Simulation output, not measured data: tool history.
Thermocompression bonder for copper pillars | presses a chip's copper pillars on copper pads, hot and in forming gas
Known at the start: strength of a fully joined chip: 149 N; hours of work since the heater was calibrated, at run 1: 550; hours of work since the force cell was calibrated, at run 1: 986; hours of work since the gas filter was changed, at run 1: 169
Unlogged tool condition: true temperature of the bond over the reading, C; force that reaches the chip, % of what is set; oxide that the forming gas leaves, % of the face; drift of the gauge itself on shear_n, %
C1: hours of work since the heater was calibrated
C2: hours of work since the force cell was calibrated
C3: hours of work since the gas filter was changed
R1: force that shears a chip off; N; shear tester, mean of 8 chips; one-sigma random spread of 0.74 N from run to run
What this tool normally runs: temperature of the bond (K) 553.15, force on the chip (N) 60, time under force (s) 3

run 1 hour=0 | temperature_of_the_bond_(K)=553.15 force_on_the_chip_(N)=60 time_under_force_(s)=3 | C1=550 C2=986 C3=169 | R1=55.4
run 2 hour=47.5 | temperature_of_the_bond_(K)=541.15 force_on_the_chip_(N)=60 time_under_force_(s)=3 | C1=582 C2=1018 C3=201 | R1=48.2
run 3 hour=99.4 | temperature_of_the_bond_(K)=541.15 force_on_the_chip_(N)=60 time_under_force_(s)=3 | C1=616 C2=1052 C3=235 | R1=49
run 4 hour=151.2 | temperature_of_the_bond_(K)=538.15 force_on_the_chip_(N)=60 time_under_force_(s)=3 | C1=651 C2=1087 C3=270 | R1=47.7
run 5 hour=194 | temperature_of_the_bond_(K)=538.15 force_on_the_chip_(N)=60 time_under_force_(s)=3 | C1=679 C2=1115 C3=298 | R1=47.6
run 6 hour=242.6 | temperature_of_the_bond_(K)=538.15 force_on_the_chip_(N)=60 time_under_force_(s)=3 | C1=711 C2=1148 C3=331 | R1=47.3
-- hour=274.6 forming gas filter changed
run 7 hour=274.6 | temperature_of_the_bond_(K)=533.15 force_on_the_chip_(N)=60 time_under_force_(s)=3 | C1=732 C2=1169 C3=0 | R1=47.9
run 8 hour=317.2 | temperature_of_the_bond_(K)=553.15 force_on_the_chip_(N)=56 time_under_force_(s)=3 | C1=761 C2=1197 C3=28 | R1=54.1
run 9 hour=369.7 | temperature_of_the_bond_(K)=554.15 force_on_the_chip_(N)=60 time_under_force_(s)=3 | C1=796 C2=1232 C3=63 | R1=58.8
run 10 hour=427.7 | temperature_of_the_bond_(K)=554.15 force_on_the_chip_(N)=60 time_under_force_(s)=3 | C1=834 C2=1270 C3=102 | R1=57
run 11 hour=465.6 | temperature_of_the_bond_(K)=541.15 force_on_the_chip_(N)=73 time_under_force_(s)=3 | C1=859 C2=1296 C3=127 | R1=56.1
run 12 hour=509.8 | temperature_of_the_bond_(K)=541.15 force_on_the_chip_(N)=73 time_under_force_(s)=3 | C1=889 C2=1325 C3=156 | R1=54.5
run 13 hour=548.1 | temperature_of_the_bond_(K)=541.15 force_on_the_chip_(N)=73 time_under_force_(s)=3 | C1=914 C2=1350 C3=182 | R1=57.1
run 14 hour=586.6 | temperature_of_the_bond_(K)=541.15 force_on_the_chip_(N)=73 time_under_force_(s)=3 | C1=940 C2=1376 C3=207 | R1=54.2
run 15 hour=635.6 | temperature_of_the_bond_(K)=560.15 force_on_the_chip_(N)=73 time_under_force_(s)=7 | C1=972 C2=1409 C3=240 | R1=89.2
run 16 hour=666.7 | temperature_of_the_bond_(K)=553.15 force_on_the_chip_(N)=49 time_under_force_(s)=3 | C1=993 C2=1429 C3=261 | R1=51.4
run 17 hour=719.4 | temperature_of_the_bond_(K)=553.15 force_on_the_chip_(N)=54 time_under_force_(s)=2 | C1=1028 C2=1464 C3=296 | R1=45.1
run 18 hour=772.9 | temperature_of_the_bond_(K)=553.15 force_on_the_chip_(N)=88 time_under_force_(s)=3 | C1=1064 C2=1500 C3=331 | R1=66.9
-- hour=806.7 forming gas filter changed
run 19 hour=808.6 | temperature_of_the_bond_(K)=553.15 force_on_the_chip_(N)=68 time_under_force_(s)=3 | C1=1087 C2=1523 C3=1 | R1=64.1
run 20 hour=856 | temperature_of_the_bond_(K)=540.15 force_on_the_chip_(N)=77 time_under_force_(s)=4 | C1=1119 C2=1555 C3=33 | R1=68.4

Predict each of these 5 candidate next runs independently; none follows another, all start after run 20:
-- hour=877.3 heater calibrated with a thermocouple chip
run A hour=902.6 | temperature_of_the_bond_(K)=546.15 force_on_the_chip_(N)=60 time_under_force_(s)=3 | C1=17 C2=1584 C3=62 | R1=?
-- hour=877.3 heater calibrated with a thermocouple chip
run B hour=902.6 | temperature_of_the_bond_(K)=553.15 force_on_the_chip_(N)=40 time_under_force_(s)=3 | C1=17 C2=1584 C3=62 | R1=?
-- hour=877.3 heater calibrated with a thermocouple chip
run C hour=902.6 | temperature_of_the_bond_(K)=550.15 force_on_the_chip_(N)=58 time_under_force_(s)=2 | C1=17 C2=1584 C3=62 | R1=?
-- hour=877.3 heater calibrated with a thermocouple chip
run D hour=902.6 | temperature_of_the_bond_(K)=540.15 force_on_the_chip_(N)=77 time_under_force_(s)=5 | C1=17 C2=1584 C3=62 | R1=?
-- hour=877.3 heater calibrated with a thermocouple chip
run E hour=902.6 | temperature_of_the_bond_(K)=533.15 force_on_the_chip_(N)=76 time_under_force_(s)=4 | C1=17 C2=1584 C3=62 | R1=?

run=A R1=51.2
run=B R1=44.5
run=C R1=44.5
run=D R1=66.7
run=E R1=56.8
The same runs, with their run-to-run variation unchanged, on a tool lacking any hidden condition would have given:
run=A R1=50.5
run=B R1=43.9
run=C R1=43.8
run=D R1=66
run=E R1=56.1
